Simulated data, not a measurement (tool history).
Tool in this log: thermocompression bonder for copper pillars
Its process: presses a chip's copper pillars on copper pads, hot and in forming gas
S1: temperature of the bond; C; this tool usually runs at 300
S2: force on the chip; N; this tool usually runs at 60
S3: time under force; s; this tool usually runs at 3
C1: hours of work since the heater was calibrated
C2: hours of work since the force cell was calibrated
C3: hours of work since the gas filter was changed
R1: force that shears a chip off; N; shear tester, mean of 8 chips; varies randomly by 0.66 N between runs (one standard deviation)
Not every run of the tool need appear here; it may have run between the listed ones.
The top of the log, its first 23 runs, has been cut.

run 24 hour=553.2 | S1=319 S2=60 S3=8 | C1=1320 C2=32 C3=62 | R1=61.2
run 25 hour=572.9 | S1=319 S2=57 S3=2 | C1=1334 C2=46 C3=76 | R1=40.7
run 26 hour=594.6 | S1=317 S2=61 S3=3 | C1=1350 C2=62 C3=92 | R1=46.1
run 27 hour=620.3 | S1=317 S2=61 S3=3 | C1=1369 C2=81 C3=110 | R1=47.5
run 28 hour=639.2 | S1=317 S2=61 S3=3 | C1=1382 C2=95 C3=124 | R1=46.1
run 29 hour=664.3 | S1=317 S2=61 S3=3 | C1=1401 C2=113 C3=142 | R1=45.6
run 30 hour=686.3 | S1=317 S2=36 S3=3 | C1=1417 C2=129 C3=158 | R1=34.7
run 31 hour=719.8 | S1=317 S2=68 S3=3 | C1=1441 C2=153 C3=182 | R1=47.5
-- hour=742.1 forming gas filter changed
run 32 hour=752.0 | S1=309 S2=41 S3=3 | C1=1464 C2=176 C3=7 | R1=37.7
run 33 hour=785.1 | S1=320 S2=46 S3=9 | C1=1488 C2=200 C3=31 | R1=60.1
-- hour=808.9 heater calibrated with a thermocouple chip
run 34 hour=812.6 | S1=271 S2=38 S3=3 | C1=3 C2=219 C3=50 | R1=23.4
run 35 hour=838.5 | S1=271 S2=38 S3=3 | C1=21 C2=237 C3=68 | R1=24.4
run 36 hour=859.4 | S1=275 S2=42 S3=7 | C1=37 C2=252 C3=84 | R1=36.4

Each row is a separate what-if for the run after 36, all from the same tool condition, not one after another. Results?
run A hour=879.4 | S1=275 S2=78 S3=7 | C1=51 C2=267 C3=98 | R1=?
run B hour=879.4 | S1=284 S2=37 S3=4 | C1=51 C2=267 C3=98 | R1=?
run C hour=879.4 | S1=295 S2=64 S3=2 | C1=51 C2=267 C3=98 | R1=?
run D hour=879.4 | S1=284 S2=60 S3=4 | C1=51 C2=267 C3=98 | R1=?

run=A R1=50.3
run=B R1=29.7
run=C R1=35.6
run=D R1=40.0
The same runs, with their run-to-run variation unchanged, on a tool lacking any hidden condition would have given:
run=A R1=52.9
run=B R1=31.2
run=C R1=37.4
run=D R1=42.0
